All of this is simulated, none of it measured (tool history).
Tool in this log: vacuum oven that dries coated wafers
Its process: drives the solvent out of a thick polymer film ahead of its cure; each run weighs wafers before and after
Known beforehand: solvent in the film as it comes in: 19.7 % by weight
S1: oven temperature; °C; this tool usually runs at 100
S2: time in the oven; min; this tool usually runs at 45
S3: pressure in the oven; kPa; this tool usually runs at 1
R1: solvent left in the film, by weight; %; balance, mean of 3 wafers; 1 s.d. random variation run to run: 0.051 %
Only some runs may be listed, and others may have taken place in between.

run    hour   S1  S2    S3    R1
  1       0  100  45     1  1.23
  2    65.1  100  45  0.58  0.97
  3    98.4  106  45     1  0.81
  4   148.9   95  45     1   1.8
  5   190.7   95  45     1  1.94
  6     233   95  45     1  1.85
  7   298.8   95  45     1  2.02
  8   338.7  100  50     1  1.06
  9   374.9  100  50     1  1.16
      440.1  -- oven's thermocouples calibrated
 10   440.1  100  50     1  1.06
 11   486.5  100  50     1  1.12
 12   537.8  100  50     1   1.2
 13   597.1  100  45  1.17  1.21
 14   635.8  100  45  1.17  1.36
 15   703.4  100  45  1.17  1.39
 16   774.3  102  45  1.17  1.19
 17   809.7  102  54  1.17  0.98
 18   840.1  102  54  1.17  0.94
 19   877.3  100  45     1  1.23
 20     911  100  45     1  1.28
 21   968.1  100  45     1  1.16
 22  1000.5  100  45     1  1.23
 23  1029.5  100  45     1  1.25
 24  1060.4  100  45     1  1.25
 25  1105.7  100  45  2.21  2.11
 26  1174.1   85  46  2.17   5.2
 27  1209.4   85  46  2.17  5.14
 28  1259.9  111  75  2.17  1.08
 29  1314.9  104  65  2.17  1.42
 30  1361.3  100  45  2.51  2.28
 31  1417.5  113  60  2.51  1.12
 32  1472.4  103  45  0.74  0.86
 33  1508.4  103  45  1.13  1.01
     1519.3  -- vacuum gauge cleaned of residue and calibrated
 34  1580.4  103  45  1.13  1.07
 35  1638.8   85  73  1.25  2.48
 36    1668  111  68  0.87  0.42
 37    1706   94  47     1  1.96
 38  1758.4   94  47  3.16  3.59
 39  1821.6   94  33  0.98  3.22
 40  1884.7  106  25  3.74  3.37
 41  1949.1  105  41     1  0.89
 42  2012.4   93  45     1  2.24
 43  2066.5   93  45     1   2.2
 44  2095.4   99  45     1   1.4
 45  2141.7   99  45     1  1.26
     2156.8  -- oven's thermocouples calibrated
 46  2184.7   99  45     1  1.33

Here are 5 independent what-if runs from the current tool condition. What would each one return?
  A  2237  100  45  0.61   ?
  B  2237   93  45   0.7   ?
  C  2237  107  45   1.4   ?
  D  2237  113  22  2.02   ?
  E  2237  115  27  1.86   ?

run    R1
  A  1.03
  B   1.9
  C  1.01
  D  1.76
  E  1.12
Take away the tool's hidden state, keep each run's random variation, and the runs would have read:
run    R1
  A  1.02
  B   1.9
  C     1
  D  1.76
  E  1.12

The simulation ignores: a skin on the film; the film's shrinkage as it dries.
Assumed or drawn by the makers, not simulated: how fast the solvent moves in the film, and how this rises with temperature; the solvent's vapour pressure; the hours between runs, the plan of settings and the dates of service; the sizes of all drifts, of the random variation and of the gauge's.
